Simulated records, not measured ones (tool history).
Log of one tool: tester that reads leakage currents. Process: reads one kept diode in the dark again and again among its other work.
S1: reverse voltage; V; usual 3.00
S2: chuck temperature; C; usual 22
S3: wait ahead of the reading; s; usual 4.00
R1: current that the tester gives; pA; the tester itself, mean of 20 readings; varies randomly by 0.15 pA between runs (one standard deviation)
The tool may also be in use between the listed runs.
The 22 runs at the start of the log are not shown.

{"run": 23, "hour": 1440.0, "S1": 2.58, "S2": 25, "S3": 0.41, "R1": 63.63}
{"run": 24, "hour": 1506.7, "S1": 13.33, "S2": 54, "S3": 0.64, "R1": 883.5}
{"run": 25, "hour": 1584.7, "S1": 5.64, "S2": 54, "S3": 0.64, "R1": 657.07}
{"run": 26, "hour": 1658.9, "S1": 5.64, "S2": 54, "S3": 0.64, "R1": 655.56}
{"run": 27, "hour": 1729.1, "S1": 5.64, "S2": 54, "S3": 0.64, "R1": 657.95}
{"hour": 1787.0, "done": "tester calibrated"}
{"run": 28, "hour": 1824.0, "S1": 5.64, "S2": 54, "S3": 0.64, "R1": 673.86}
{"run": 29, "hour": 1907.7, "S1": 5.64, "S2": 54, "S3": 0.64, "R1": 674.77}
{"run": 30, "hour": 1952.0, "S1": 3.0, "S2": 26, "S3": 1.21, "R1": 74.2}
{"run": 31, "hour": 2040.1, "S1": 16.44, "S2": 56, "S3": 1.26, "R1": 1104.64}
{"run": 32, "hour": 2098.1, "S1": 10.07, "S2": 22, "S3": 1.01, "R1": 92.79}
{"run": 33, "hour": 2153.9, "S1": 10.07, "S2": 22, "S3": 1.01, "R1": 93.54}
{"run": 34, "hour": 2217.2, "S1": 1.8, "S2": 42, "S3": 1.01, "R1": 202.94}
{"run": 35, "hour": 2285.3, "S1": 2.19, "S2": 22, "S3": 4.0, "R1": 49.13}
{"run": 36, "hour": 2327.9, "S1": 3.0, "S2": 22, "S3": 0.76, "R1": 56.49}

What if the next run were any one of these 5? Each begins from the tool's condition after run 36:
{"run": "A", "hour": 2403.7, "S1": 1.87, "S2": 22, "S3": 0.76, "R1": "?"}
{"run": "B", "hour": 2403.7, "S1": 3.0, "S2": 22, "S3": 3.02, "R1": "?"}
{"run": "C", "hour": 2403.7, "S1": 8.39, "S2": 22, "S3": 4.0, "R1": "?"}
{"run": "D", "hour": 2403.7, "S1": 1.25, "S2": 49, "S3": 1.58, "R1": "?"}
{"run": "E", "hour": 2403.7, "S1": 3.0, "S2": 20, "S3": 0.53, "R1": "?"}

run=A R1=46.91
run=B R1=56.23
run=C R1=86.35
run=D R1=293.48
run=E R1=49.61
Without the tool's hidden state the same runs would have given:
run=A R1=42.16
run=B R1=49.09
run=C R1=68.52
run=D R1=284.20
run=E R1=42.71
